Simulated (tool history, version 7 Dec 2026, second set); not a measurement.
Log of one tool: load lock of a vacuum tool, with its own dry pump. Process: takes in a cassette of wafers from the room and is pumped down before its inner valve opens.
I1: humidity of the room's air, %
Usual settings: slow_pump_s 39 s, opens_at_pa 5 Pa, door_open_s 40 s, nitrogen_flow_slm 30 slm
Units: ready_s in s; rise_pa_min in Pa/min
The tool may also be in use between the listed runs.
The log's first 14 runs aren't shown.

Run 15, hour 3380.1: usual settings but opens_at_pa 9 Pa, door_open_s 152 s; I1 44.1. Result: ready_s 77.3 s, rise_pa_min 0.094 Pa/min.
Run 16, hour 3523.2: usual settings but nitrogen_flow_slm 45 slm; I1 43.5. Result: ready_s 80.1 s, rise_pa_min 0.093 Pa/min.
Run 17, hour 3800.1: usual settings but opens_at_pa 7 Pa; I1 44.2. Result: ready_s 78.5 s, rise_pa_min 0.099 Pa/min.
Run 18, hour 4046.2: usual settings; I1 46.2. Result: ready_s 80.5 s, rise_pa_min 0.102 Pa/min.
Run 19, hour 4358.5: usual settings but slow_pump_s 31 s; I1 46.6. Result: ready_s 74.7 s, rise_pa_min 0.105 Pa/min.
Run 20, hour 4642.3: usual settings but slow_pump_s 49 s, nitrogen_flow_slm 39 slm; I1 46.9. Result: ready_s 91.2 s, rise_pa_min 0.099 Pa/min.
Run 21, hour 4914.5: usual settings but opens_at_pa 9 Pa, door_open_s 82 s; I1 44.0. Result: ready_s 79.3 s, rise_pa_min 0.108 Pa/min.
Run 22, hour 5208.9: usual settings but opens_at_pa 9 Pa, nitrogen_flow_slm 5 slm; I1 40.2. Result: ready_s 79.3 s, rise_pa_min 0.123 Pa/min.
Run 23, hour 5428.0: usual settings but slow_pump_s 37 s, opens_at_pa 6 Pa; I1 46.6. Result: ready_s 78.9 s, rise_pa_min 0.109 Pa/min.
Run 24, hour 5673.6: usual settings but slow_pump_s 76 s, door_open_s 225 s, nitrogen_flow_slm 4 slm; I1 45.6. Result: ready_s 112.3 s, rise_pa_min 0.149 Pa/min.
At hour 5774.1: dry pump taken out, an overhauled one fitted.
Run 25, hour 5840.0: usual settings but slow_pump_s 76 s, door_open_s 225 s, nitrogen_flow_slm 4 slm; I1 46.8. Result: ready_s 103.5 s, rise_pa_min 0.157 Pa/min.
Run 26, hour 6173.8: usual settings but slow_pump_s 76 s, nitrogen_flow_slm 5 slm; I1 42.4. Result: ready_s 105.3 s, rise_pa_min 0.125 Pa/min.
Run 27, hour 6433.1: usual settings but nitrogen_flow_slm 44 slm; I1 43.4. Result: ready_s 72.1 s, rise_pa_min 0.111 Pa/min.
Run 28, hour 6724.9: usual settings but nitrogen_flow_slm 44 slm; I1 44.2. Result: ready_s 72.9 s, rise_pa_min 0.118 Pa/min.
Run 29, hour 6955.3: usual settings but nitrogen_flow_slm 44 slm; I1 46.0. Result: ready_s 72.4 s, rise_pa_min 0.117 Pa/min.
Run 30, hour 7187.5: usual settings; I1 41.9. Result: ready_s 72.6 s, rise_pa_min 0.127 Pa/min.
Run 31, hour 7449.3: usual settings but slow_pump_s 48 s, opens_at_pa 7 Pa, door_open_s 59 s, nitrogen_flow_slm 15 slm; I1 47.8. Result: ready_s 79.0 s, rise_pa_min 0.141 Pa/min.
Run 32, hour 7626.7: usual settings but opens_at_pa 9 Pa; I1 46.2. Result: ready_s 71.4 s, rise_pa_min 0.129 Pa/min.
Run 33, hour 7814.5: usual settings but slow_pump_s 24 s, opens_at_pa 7 Pa; I1 43.9. Result: ready_s 59.1 s, rise_pa_min 0.134 Pa/min.
Run 34, hour 8008.0: usual settings but slow_pump_s 24 s, opens_at_pa 7 Pa; I1 44.2. Result: ready_s 59.7 s, rise_pa_min 0.134 Pa/min.
Run 35, hour 8330.3: usual settings but slow_pump_s 24 s, opens_at_pa 8 Pa, door_open_s 73 s; I1 43.1. Result: ready_s 58.8 s, rise_pa_min 0.148 Pa/min.
Run 36, hour 8492.7: usual settings but slow_pump_s 24 s, opens_at_pa 8 Pa, door_open_s 73 s; I1 44.0. Result: ready_s 58.5 s, rise_pa_min 0.137 Pa/min.
Run 37, hour 8650.7: usual settings but slow_pump_s 24 s, opens_at_pa 8 Pa, door_open_s 73 s; I1 46.1. Result: ready_s 59.7 s, rise_pa_min 0.143 Pa/min.

4 ways to go on from here, each from the tool as it stands after run 37. What would each give?
Run A, hour 8949.8: usual settings but slow_pump_s 35 s, opens_at_pa 8 Pa, door_open_s 73 s, nitrogen_flow_slm 9 slm; I1 47.1. Result: ready_s ?, rise_pa_min ?.
Run B, hour 8949.8: usual settings but slow_pump_s 24 s, door_open_s 73 s, nitrogen_flow_slm 15 slm; I1 48.0. Result: ready_s ?, rise_pa_min ?.
Run C, hour 8949.8: usual settings but slow_pump_s 56 s, opens_at_pa 4 Pa, door_open_s 73 s; I1 45.4. Result: ready_s ?, rise_pa_min ?.
Run D, hour 8949.8: usual settings but slow_pump_s 24 s, opens_at_pa 4 Pa, door_open_s 73 s; I1 42.4. Result: ready_s ?, rise_pa_min ?.

run  ready_s  rise_pa_min
  A     68.3        0.159
  B     61.7        0.152
  C     90.2        0.153
  D     63.1        0.145
Without the tool's hidden state the same runs would have given:
run  ready_s  rise_pa_min
  A     66.2        0.026
  B     59.4        0.012
  C     88.1        0.019
  D     60.7        0.007

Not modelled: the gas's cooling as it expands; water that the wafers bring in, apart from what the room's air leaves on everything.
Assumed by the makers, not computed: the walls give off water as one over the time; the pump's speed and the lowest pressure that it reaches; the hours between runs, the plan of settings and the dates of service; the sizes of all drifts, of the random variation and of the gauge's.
